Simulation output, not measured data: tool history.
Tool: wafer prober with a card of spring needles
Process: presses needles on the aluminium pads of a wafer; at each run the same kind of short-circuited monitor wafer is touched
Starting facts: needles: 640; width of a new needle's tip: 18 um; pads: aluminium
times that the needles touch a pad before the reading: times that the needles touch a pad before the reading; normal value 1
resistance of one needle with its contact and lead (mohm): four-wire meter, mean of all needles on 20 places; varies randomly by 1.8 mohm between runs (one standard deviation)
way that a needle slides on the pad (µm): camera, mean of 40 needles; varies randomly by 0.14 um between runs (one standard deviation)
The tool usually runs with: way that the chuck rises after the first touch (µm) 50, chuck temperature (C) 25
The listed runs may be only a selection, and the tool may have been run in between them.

run   hour  way that the chuck rises after the first touch (µm)  chuck temperature (C)  times that the needles touch a pad before the reading  resistance of one needle with its contact and lead (mohm)  way that a needle slides on the pad (µm)
  1    0.0                                                   50                     25                                                      1                                                        195                                     13.01
       6.0  -- tips cleaned on abrasive film
      12.0  -- tips cleaned on abrasive film
  2   15.5                                                   50                     25                                                      1                                                        191                                     13.39
      18.5  -- tips cleaned on abrasive film
      24.5  -- tips cleaned on abrasive film
      30.5  -- tips cleaned on abrasive film
      38.0  -- tips cleaned on abrasive film
      44.0  -- tips cleaned on abrasive film
  3   44.0                                                   50                     25                                                      1                                                        195                                     13.20
      50.2  -- tips cleaned on abrasive film
      56.2  -- tips cleaned on abrasive film
      63.7  -- tips cleaned on abrasive film
      69.7  -- tips cleaned on abrasive film
  4   74.1                                                   50                     25                                                      1                                                        194                                     13.16
      77.1  -- tips cleaned on abrasive film
      84.6  -- tips cleaned on abrasive film
      90.6  -- tips cleaned on abrasive film
      96.6  -- tips cleaned on abrasive film
  5  100.3                                                   50                     25                                                      1                                                        192                                     13.29
     103.3  -- tips cleaned on abrasive film
     109.3  -- tips cleaned on abrasive film
     116.8  -- tips cleaned on abrasive film
  6  122.1                                                   50                     25                                                      1                                                        192                                     12.93
     123.7  -- tips cleaned on abrasive film
     129.7  -- tips cleaned on abrasive film
     135.7  -- tips cleaned on abrasive film
     141.7  -- tips cleaned on abrasive film
     149.2  -- tips cleaned on abrasive film
  7  153.5                                                   50                     25                                                      3                                                        193                                     13.21
     156.5  -- tips cleaned on abrasive film
     162.5  -- tips cleaned on abrasive film
     170.0  -- tips cleaned on abrasive film
     176.0  -- tips cleaned on abrasive film
     183.4  -- tips cleaned on abrasive film
  8  183.4                                                   50                     25                                                      2                                                        191                                     12.78
     189.4  -- tips cleaned on abrasive film
     195.4  -- tips cleaned on abrasive film
     202.9  -- tips cleaned on abrasive film
     208.9  -- tips cleaned on abrasive film
     214.9  -- tips cleaned on abrasive film
  9  217.4                                                   50                     25                                                      1                                                        194                                     13.19
     221.9  -- tips cleaned on abrasive film
     229.4  -- tips cleaned on abrasive film
     235.4  -- tips cleaned on abrasive film
     242.9  -- tips cleaned on abrasive film
     248.9  -- tips cleaned on abrasive film
 10  250.3                                                   50                     25                                                      1                                                        197                                     13.12
     256.3  -- tips cleaned on abrasive film
     263.7  -- tips cleaned on abrasive film
 11  269.1                                                   50                     25                                                      1                                                        196                                     13.17
     270.6  -- tips cleaned on abrasive film
     276.6  -- tips cleaned on abrasive film
     282.6  -- tips cleaned on abrasive film
     288.6  -- tips cleaned on abrasive film
     294.7  -- tips cleaned on abrasive film
 12  296.2                                                   50                     25                                                      1                                                        195                                     13.01
     300.8  -- tips cleaned on abrasive film
     306.8  -- tips cleaned on abrasive film
     312.8  -- tips cleaned on abrasive film
     318.8  -- tips cleaned on abrasive film
 13  323.5                                                   50                     25                                                      1                                                        192                                     13.11
     325.1  -- tips cleaned on abrasive film
     332.5  -- tips cleaned on abrasive film
     338.5  -- tips cleaned on abrasive film
 14  341.4                                                   33                     25                                                      1                                                        203                                      8.56
     346.0  -- tips cleaned on abrasive film
     352.0  -- tips cleaned on abrasive film
     358.0  -- tips cleaned on abrasive film
 15  360.3                                                   66                     44                                                      1                                                        195                                     17.33
     364.9  -- tips cleaned on abrasive film
     370.9  -- tips cleaned on abrasive film
     376.9  -- tips cleaned on abrasive film
     382.9  -- tips cleaned on abrasive film
     388.9  -- tips cleaned on abrasive film
     394.9  -- tips cleaned on abrasive film
 16  395.4                                                   66                     65                                                      1                                                        199                                     17.21
     401.4  -- tips cleaned on abrasive film
     407.5  -- tips cleaned on abrasive film
     413.5  -- tips cleaned on abrasive film
     420.9  -- tips cleaned on abrasive film
     427.2  -- tips cleaned on abrasive film
 17  427.2                                                   34                     66                                                      2                                                        210                                      8.83
     434.7  -- tips cleaned on abrasive film
     440.7  -- tips cleaned on abrasive film
     446.7  -- tips cleaned on abrasive film
     452.7  -- tips cleaned on abrasive film
     458.7  -- tips cleaned on abrasive film
 18  460.1                                                   34                     66                                                      2                                                        214                                      8.88
     466.1  -- tips cleaned on abrasive film
     472.1  -- tips cleaned on abrasive film
     479.6  -- tips cleaned on abrasive film
     487.1  -- tips cleaned on abrasive film
     493.1  -- tips cleaned on abrasive film
 19  497.2                                                   53                     58                                                      1                                                        204                                     13.82
     500.3  -- tips cleaned on abrasive film
     506.3  -- tips cleaned on abrasive film
     512.3  -- tips cleaned on abrasive film
     518.3  -- tips cleaned on abrasive film
 20  519.1                                                   50                    104                                                      1                                                        217                                     12.84
     525.1  -- tips cleaned on abrasive film
     531.1  -- tips cleaned on abrasive film
     537.1  -- tips cleaned on abrasive film
     537.4  -- height of the first contact set anew
 21  542.8                                                   50                    104                                                      1                                                        210                                     13.09
     544.4  -- tips cleaned on abrasive film
     550.4  -- tips cleaned on abrasive film
     556.4  -- tips cleaned on abrasive film
     562.4  -- tips cleaned on abrasive film
 22  567.4                                                   55                     37                                                      1                                                        195                                     14.32
     568.9  -- tips cleaned on abrasive film
     574.9  -- tips cleaned on abrasive film
     580.9  -- tips cleaned on abrasive film
     588.4  -- tips cleaned on abrasive film
 23  592.4                                                   55                     71                                                      1                                                        202                                     14.60

Below are 5 alternative next runs, each starting from the tool's condition after run 23. Predict each:
     595.4  -- tips cleaned on abrasive film
     601.4  -- tips cleaned on abrasive film
     607.4  -- tips cleaned on abrasive film
  A  610.2                                                   32                     41                                                      2                                                          ?                                         ?
     595.4  -- tips cleaned on abrasive film
     601.4  -- tips cleaned on abrasive film
     607.4  -- tips cleaned on abrasive film
  B  610.2                                                   50                     25                                                      1                                                          ?                                         ?
     595.4  -- tips cleaned on abrasive film
     601.4  -- tips cleaned on abrasive film
     607.4  -- tips cleaned on abrasive film
  C  610.2                                                   42                     38                                                      3                                                          ?                                         ?
     595.4  -- tips cleaned on abrasive film
     601.4  -- tips cleaned on abrasive film
     607.4  -- tips cleaned on abrasive film
  D  610.2                                                   46                     71                                                      1                                                          ?                                         ?
     595.4  -- tips cleaned on abrasive film
     601.4  -- tips cleaned on abrasive film
     607.4  -- tips cleaned on abrasive film
  E  610.2                                                   33                     98                                                      2                                                          ?                                         ?

run  resistance of one needle with its contact and lead (mohm)  way that a needle slides on the pad (µm)
  A                                                        207                                      8.38
  B                                                        199                                     12.92
  C                                                        200                                     11.14
  D                                                        207                                     12.12
  E                                                        222                                      8.40
What these runs would have given with no unlogged condition in the tool:
run  resistance of one needle with its contact and lead (mohm)  way that a needle slides on the pad (µm)
  A                                                        207                                      8.38
  B                                                        199                                     12.92
  C                                                        200                                     11.14
  D                                                        207                                     12.13
  E                                                        221                                      8.40
